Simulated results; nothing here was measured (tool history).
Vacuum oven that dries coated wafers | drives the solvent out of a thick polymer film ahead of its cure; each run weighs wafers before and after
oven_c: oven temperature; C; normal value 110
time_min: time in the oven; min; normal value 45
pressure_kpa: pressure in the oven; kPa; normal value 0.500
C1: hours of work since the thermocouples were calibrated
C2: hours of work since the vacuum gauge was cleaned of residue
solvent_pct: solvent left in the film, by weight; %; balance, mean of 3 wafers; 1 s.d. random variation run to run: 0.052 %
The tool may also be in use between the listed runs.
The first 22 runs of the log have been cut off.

Run 23, hour 737.5: usual settings; C1 688; C2 1408. Result: solvent_pct 1.90 %.
Run 24, hour 755.6: usual settings but oven_c 100 C, time_min 49 min; C1 699; C2 1419. Result: solvent_pct 4.38 %.
Run 25, hour 792.9: usual settings but oven_c 122 C, time_min 49 min, pressure_kpa 0.720 kPa; C1 723; C2 1443. Result: solvent_pct 0.52 %.
Run 26, hour 828.1: usual settings but oven_c 122 C, time_min 49 min, pressure_kpa 0.720 kPa; C1 745; C2 1465. Result: solvent_pct 0.60 %.
Run 27, hour 866.2: usual settings but oven_c 117 C, time_min 47 min, pressure_kpa 1.139 kPa; C1 768; C2 1489. Result: solvent_pct 1.01 %.
Run 28, hour 887.7: usual settings but time_min 81 min; C1 782; C2 1502. Result: solvent_pct 0.91 %.
Run 29, hour 908.6: usual settings but oven_c 120 C, time_min 73 min; C1 795; C2 1515. Result: solvent_pct 0.45 %.
Run 30, hour 931.2: usual settings but oven_c 106 C, time_min 24 min, pressure_kpa 1.962 kPa; C1 809; C2 1529. Result: solvent_pct 6.36 %.
Run 31, hour 967.7: usual settings but oven_c 105 C, time_min 66 min, pressure_kpa 0.358 kPa; C1 832; C2 1552. Result: solvent_pct 1.82 %.
Run 32, hour 1005.1: usual settings but oven_c 120 C, time_min 23 min, pressure_kpa 1.456 kPa; C1 855; C2 1575. Result: solvent_pct 2.23 %.
At hour 1010.5: oven's thermocouples calibrated.
Run 33, hour 1046.3: usual settings but oven_c 120 C, time_min 23 min, pressure_kpa 1.456 kPa; C1 22; C2 1600. Result: solvent_pct 2.37 %.
Run 34, hour 1075.3: usual settings but oven_c 107 C, time_min 29 min; C1 41; C2 1618. Result: solvent_pct 4.72 %.
Run 35, hour 1112.0: usual settings but oven_c 97 C, time_min 29 min, pressure_kpa 0.258 kPa; C1 63; C2 1641. Result: solvent_pct 7.82 %.
At hour 1132.5: oven's thermocouples calibrated, once more.
Run 36, hour 1143.7: usual settings but oven_c 111 C, time_min 78 min, pressure_kpa 0.296 kPa; C1 7; C2 1660. Result: solvent_pct 0.60 %.

Predict the results of run 37:
Run 37, hour 1161.2: usual settings but oven_c 104 C, time_min 78 min, pressure_kpa 0.285 kPa; C1 18; C2 1670. Result: solvent_pct ?.

{"run 37": {"solvent_pct": 1.38}}
With no hidden state in the tool, this same run would have given solvent_pct 0.88 %.

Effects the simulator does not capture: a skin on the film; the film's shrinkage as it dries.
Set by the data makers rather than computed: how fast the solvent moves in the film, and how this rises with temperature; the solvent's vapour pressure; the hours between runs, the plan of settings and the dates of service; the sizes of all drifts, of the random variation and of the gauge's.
